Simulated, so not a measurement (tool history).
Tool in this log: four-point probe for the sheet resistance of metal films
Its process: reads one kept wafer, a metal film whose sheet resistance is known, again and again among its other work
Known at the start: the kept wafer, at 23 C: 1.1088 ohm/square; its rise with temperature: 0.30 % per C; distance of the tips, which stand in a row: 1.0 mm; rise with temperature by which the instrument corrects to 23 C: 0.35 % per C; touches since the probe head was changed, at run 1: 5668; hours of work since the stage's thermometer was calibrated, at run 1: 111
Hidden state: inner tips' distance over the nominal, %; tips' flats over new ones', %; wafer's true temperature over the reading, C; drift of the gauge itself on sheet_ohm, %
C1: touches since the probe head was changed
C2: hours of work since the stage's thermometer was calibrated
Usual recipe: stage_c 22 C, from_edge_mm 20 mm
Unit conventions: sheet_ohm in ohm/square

{"run": 1, "hour": 0.0, "stage_c": 22, "from_edge_mm": 20, "C1": 5668, "C2": 111, "sheet_ohm": 1.10899}
{"run": 2, "hour": 21.4, "stage_c": 22, "from_edge_mm": 20, "C1": 6177, "C2": 120, "sheet_ohm": 1.109584}
{"run": 3, "hour": 53.5, "stage_c": 22, "from_edge_mm": 20, "C1": 6944, "C2": 135, "sheet_ohm": 1.108948}
{"run": 4, "hour": 70.6, "stage_c": 22, "from_edge_mm": 20, "C1": 7351, "C2": 143, "sheet_ohm": 1.109052}
{"run": 5, "hour": 98.5, "stage_c": 22, "from_edge_mm": 20, "C1": 8016, "C2": 156, "sheet_ohm": 1.109203}
{"run": 6, "hour": 138.2, "stage_c": 22, "from_edge_mm": 58, "C1": 8960, "C2": 175, "sheet_ohm": 1.108092}
{"run": 7, "hour": 169.4, "stage_c": 22, "from_edge_mm": 58, "C1": 9703, "C2": 189, "sheet_ohm": 1.107486}
{"run": 8, "hour": 196.1, "stage_c": 22, "from_edge_mm": 20, "C1": 10340, "C2": 202, "sheet_ohm": 1.109345}
{"run": 9, "hour": 226.4, "stage_c": 22, "from_edge_mm": 20, "C1": 11061, "C2": 216, "sheet_ohm": 1.109401}
{"run": 10, "hour": 247.1, "stage_c": 22, "from_edge_mm": 20, "C1": 11555, "C2": 225, "sheet_ohm": 1.109549}
{"run": 11, "hour": 269.3, "stage_c": 22, "from_edge_mm": 20, "C1": 12083, "C2": 236, "sheet_ohm": 1.108977}
{"run": 12, "hour": 302.0, "stage_c": 22, "from_edge_mm": 20, "C1": 12864, "C2": 251, "sheet_ohm": 1.109446}
{"run": 13, "hour": 328.7, "stage_c": 22, "from_edge_mm": 20, "C1": 13498, "C2": 263, "sheet_ohm": 1.109144}
{"run": 14, "hour": 368.7, "stage_c": 26, "from_edge_mm": 52, "C1": 14452, "C2": 282, "sheet_ohm": 1.105337}
{"run": 15, "hour": 392.0, "stage_c": 34, "from_edge_mm": 63, "C1": 15007, "C2": 293, "sheet_ohm": 1.101019}
{"run": 16, "hour": 416.2, "stage_c": 30, "from_edge_mm": 5, "C1": 15585, "C2": 304, "sheet_ohm": 1.125968}
{"run": 17, "hour": 444.9, "stage_c": 23, "from_edge_mm": 12, "C1": 16268, "C2": 317, "sheet_ohm": 1.111056}
{"run": 18, "hour": 485.7, "stage_c": 25, "from_edge_mm": 33, "C1": 17240, "C2": 336, "sheet_ohm": 1.106131}
{"run": 19, "hour": 510.1, "stage_c": 26, "from_edge_mm": 5, "C1": 17820, "C2": 347, "sheet_ohm": 1.128594}
{"run": 20, "hour": 542.0, "stage_c": 23, "from_edge_mm": 9, "C1": 18580, "C2": 362, "sheet_ohm": 1.11449}
{"run": 21, "hour": 565.9, "stage_c": 25, "from_edge_mm": 5, "C1": 19149, "C2": 373, "sheet_ohm": 1.129705}
{"run": 22, "hour": 595.3, "stage_c": 25, "from_edge_mm": 49, "C1": 19850, "C2": 387, "sheet_ohm": 1.106208}
{"run": 23, "hour": 615.0, "stage_c": 19, "from_edge_mm": 27, "C1": 20319, "C2": 396, "sheet_ohm": 1.110977}

How would selected steps in sheet_ohm from run to run divide? Give the signed amount a tool lacking its hidden state would still show from settings, what came in and random variation, and the signed amount left for the hidden state, including any gauge scatter that is not in both of the compared results.
Run 15 -> 16: stage_c 34 -> 30, from_edge_mm 63 -> 5. sheet_ohm +0.024949 ohm/square: hidden state -0.00001, all else +0.024959.
Run 19 -> 20: stage_c 26 -> 23, from_edge_mm 5 -> 9. sheet_ohm -0.014104 ohm/square: hidden state +0.000046, all else -0.01415.
Run 21 -> 22: from_edge_mm 5 -> 49. sheet_ohm -0.023497 ohm/square: hidden state +0.000055, all else -0.023552.
